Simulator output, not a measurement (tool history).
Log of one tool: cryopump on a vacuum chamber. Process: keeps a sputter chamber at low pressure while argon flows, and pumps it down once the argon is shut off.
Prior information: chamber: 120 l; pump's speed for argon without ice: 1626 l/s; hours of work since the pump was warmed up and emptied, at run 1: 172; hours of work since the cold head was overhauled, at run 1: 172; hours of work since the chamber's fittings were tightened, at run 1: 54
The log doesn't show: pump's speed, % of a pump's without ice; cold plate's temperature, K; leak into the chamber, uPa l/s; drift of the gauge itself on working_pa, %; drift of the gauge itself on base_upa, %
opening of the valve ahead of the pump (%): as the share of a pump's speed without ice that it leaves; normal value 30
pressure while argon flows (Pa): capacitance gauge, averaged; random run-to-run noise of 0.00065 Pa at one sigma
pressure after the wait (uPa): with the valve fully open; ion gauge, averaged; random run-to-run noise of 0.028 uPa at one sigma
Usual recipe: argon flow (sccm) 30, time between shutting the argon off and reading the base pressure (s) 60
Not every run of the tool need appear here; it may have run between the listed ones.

run,hour,argon flow (sccm),time between shutting the argon off and reading the base pressure (s),opening of the valve ahead of the pump (%),hours of work since the pump was warmed up and emptied,hours of work since the cold head was overhauled,hours of work since the chamber's fittings were tightened,pressure while argon flows (Pa),pressure after the wait (uPa)
1,0.0,30,60,30,172,172,54,0.1049,1.31
2,9.5,30,60,30,178,178,61,0.1054,1.30
3,17.1,30,60,30,183,183,66,0.1057,1.33
4,28.5,30,60,30,190,190,73,0.1060,1.33
5,41.7,30,60,37,199,199,82,0.0851,1.35
6,55.4,30,60,37,208,208,91,0.0848,1.29
7,69.2,30,60,37,217,217,100,0.0864,1.36
8,86.4,30,60,55,229,229,112,0.0590,1.35
9,95.8,30,60,55,235,235,118,0.0598,1.39
10,105.0,30,60,55,241,241,124,0.0586,1.35
11,123.0,30,60,30,253,253,136,0.1075,1.37
12,138.8,30,60,30,263,263,146,0.1071,1.34
13,154.3,30,60,30,274,274,156,0.1069,1.38
14,170.5,30,60,30,284,284,167,0.1064,1.34
15,188.8,30,60,30,296,296,179,0.1068,1.30
16,197.5,14,60,30,302,302,185,0.0493,1.38
17,213.7,52,60,30,313,313,196,0.1869,1.41
18,225.5,25,60,30,321,321,203,0.0888,1.40
19,242.5,30,74,21,332,332,215,0.1514,1.16
20,252.4,30,74,21,338,338,221,0.1527,1.19
21,268.5,30,73,30,349,349,232,0.1058,1.16
22,282.7,36,68,59,358,358,241,0.0686,1.23
23,294.4,36,68,59,366,366,249,0.0673,1.25
24,303.3,16,38,30,372,372,255,0.0587,2.03
25,319.8,16,38,30,383,383,266,0.0578,2.04
26,332.3,18,38,30,391,391,274,0.0650,2.02
27,350.1,18,38,30,403,403,286,0.0651,2.07
28,365.5,41,60,23,413,413,296,0.1907,1.41
29,383.1,17,32,37,425,425,308,0.0505,2.42
30,393.2,25,161,15,431,431,314,0.1761,0.68
31,404.5,30,260,30,439,439,322,0.1081,0.57
32,416.9,42,61,25,447,447,330,0.1816,1.47
33,424.8,30,136,20,452,452,335,0.1608,0.79
34,437.1,17,114,30,460,460,343,0.0623,0.94

Predict each of these 5 candidate next runs independently; none follows another, all start after run 34:
A,455.2,17,193,15,472,472,355,?,?
B,455.2,30,60,26,472,472,355,?,?
C,455.2,28,76,46,472,472,355,?,?
D,455.2,17,64,30,472,472,355,?,?
E,455.2,38,52,30,472,472,355,?,?

run,pressure while argon flows (Pa),pressure after the wait (uPa)
A,0.1208,0.69
B,0.1248,1.39
C,0.0679,1.19
D,0.0619,1.37
E,0.1383,1.60
The same runs, with their run-to-run variation unchanged, on a tool lacking any hidden condition would have given:
run,pressure while argon flows (Pa),pressure after the wait (uPa)
A,0.1179,0.53
B,0.1198,1.24
C,0.0632,1.03
D,0.0590,1.21
E,0.1319,1.44

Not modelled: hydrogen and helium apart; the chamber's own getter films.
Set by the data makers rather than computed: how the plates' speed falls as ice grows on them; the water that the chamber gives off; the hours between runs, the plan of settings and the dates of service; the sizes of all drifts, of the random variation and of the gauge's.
